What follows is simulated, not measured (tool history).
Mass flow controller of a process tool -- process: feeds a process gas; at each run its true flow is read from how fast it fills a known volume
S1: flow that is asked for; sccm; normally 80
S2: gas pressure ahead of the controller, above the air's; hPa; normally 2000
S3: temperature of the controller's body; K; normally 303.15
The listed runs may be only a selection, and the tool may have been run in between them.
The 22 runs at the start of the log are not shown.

{"run": 23, "day": 224.662, "S1": 125, "S2": 2200, "S3": 295.15, "true flow (%)": 96.07}
{"run": 24, "day": 233.696, "S1": 53, "S2": 2200, "S3": 310.15, "true flow (%)": 93.17}
{"run": 25, "day": 245.033, "S1": 184, "S2": 2000, "S3": 310.15, "true flow (%)": 95.38}
{"run": 26, "day": 251.996, "S1": 161, "S2": 2460, "S3": 300.15, "true flow (%)": 96.12}
{"run": 27, "day": 261.579, "S1": 199, "S2": 1900, "S3": 309.15, "true flow (%)": 95.59}
{"run": 28, "day": 273.75, "S1": 80, "S2": 2210, "S3": 296.15, "true flow (%)": 94.81}
{"run": 29, "day": 283.4, "S1": 80, "S2": 2000, "S3": 303.15, "true flow (%)": 94.03}
{"run": 30, "day": 289.929, "S1": 86, "S2": 2080, "S3": 294.15, "true flow (%)": 95.12}
{"run": 31, "day": 299.033, "S1": 120, "S2": 2590, "S3": 299.15, "true flow (%)": 95.35}
{"run": 32, "day": 311.312, "S1": 132, "S2": 2000, "S3": 303.15, "true flow (%)": 94.91}
{"run": 33, "day": 322.608, "S1": 21, "S2": 2000, "S3": 303.15, "true flow (%)": 92.34}
{"run": 34, "day": 331.288, "S1": 24, "S2": 1900, "S3": 298.15, "true flow (%)": 92.91}
{"run": 35, "day": 344.212, "S1": 65, "S2": 1710, "S3": 310.15, "true flow (%)": 92.68}
{"run": 36, "day": 352.35, "S1": 74, "S2": 1890, "S3": 303.15, "true flow (%)": 93.5}
{"run": 37, "day": 364.575, "S1": 22, "S2": 1500, "S3": 304.15, "true flow (%)": 91.72}
{"run": 38, "day": 370.571, "S1": 22, "S2": 1760, "S3": 304.15, "true flow (%)": 91.7}
{"run": 39, "day": 382.746, "S1": 80, "S2": 1790, "S3": 304.15, "true flow (%)": 93.34}
{"run": 40, "day": 394.308, "S1": 80, "S2": 1790, "S3": 304.15, "true flow (%)": 93.24}
{"run": 41, "day": 403.721, "S1": 32, "S2": 2000, "S3": 297.15, "true flow (%)": 92.7}

Estimate the outcome of run 42 from the log above:
{"run": 42, "day": 414.533, "S1": 32, "S2": 2000, "S3": 297.15, "true flow (%)": "?"}

true flow (%): 92.72
Had the tool carried no hidden state, the very same run would have given true flow (%) 97.38.
